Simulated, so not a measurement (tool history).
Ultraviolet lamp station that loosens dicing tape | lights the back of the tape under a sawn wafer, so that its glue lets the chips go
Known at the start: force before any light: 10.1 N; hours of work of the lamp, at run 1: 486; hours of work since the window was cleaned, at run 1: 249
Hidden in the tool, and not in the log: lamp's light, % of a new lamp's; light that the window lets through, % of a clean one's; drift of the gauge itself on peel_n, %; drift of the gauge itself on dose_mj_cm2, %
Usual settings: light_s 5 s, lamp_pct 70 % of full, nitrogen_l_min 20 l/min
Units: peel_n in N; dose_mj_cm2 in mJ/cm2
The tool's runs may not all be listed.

| run | hour | light_s | lamp_pct | nitrogen_l_min | hours of work of the lamp | hours of work since the window was cleaned | peel_n | dose_mj_cm2 |
|---|---|---|---|---|---|---|---|---|
| 1 | 0 | 5 | 70 | 20 | 486 | 249 | 1.11 | 239 |
| 2 | 27.3 | 5 | 70 | 20 | 498 | 261 | 1.131 | 236 |
| 3 | 60.2 | 3 | 70 | 20 | 513 | 276 | 2.709 | 138 |
| 4 | 82.6 | 3 | 70 | 20 | 523 | 286 | 2.743 | 144 |
|  | 86.2 | window cleaned of glue's vapour |
| 5 | 98.8 | 5 | 70 | 33 | 531 | 6 | 0.785 | 233 |
| 6 | 120.8 | 5 | 70 | 33 | 541 | 16 | 0.764 | 235 |
| 7 | 143.7 | 5 | 84 | 8 | 551 | 26 | 1.816 | 278 |
| 8 | 176.5 | 5 | 70 | 38 | 566 | 41 | 0.695 | 232 |
| 9 | 202.2 | 2 | 69 | 7 | 577 | 52 | 5.842 | 88 |
| 10 | 229.5 | 3 | 69 | 7 | 590 | 65 | 4.429 | 135 |

Run 11 comes next. What will it give?
| 11 | 260.8 | 3 | 69 | 7 | 604 | 79 | ? | ? |

{"run 11": {"peel_n": 4.499, "dose_mj_cm2": 137}}
Without the tool's hidden state the same run would have given peel_n 3.916 N, dose_mj_cm2 161 mJ/cm2.

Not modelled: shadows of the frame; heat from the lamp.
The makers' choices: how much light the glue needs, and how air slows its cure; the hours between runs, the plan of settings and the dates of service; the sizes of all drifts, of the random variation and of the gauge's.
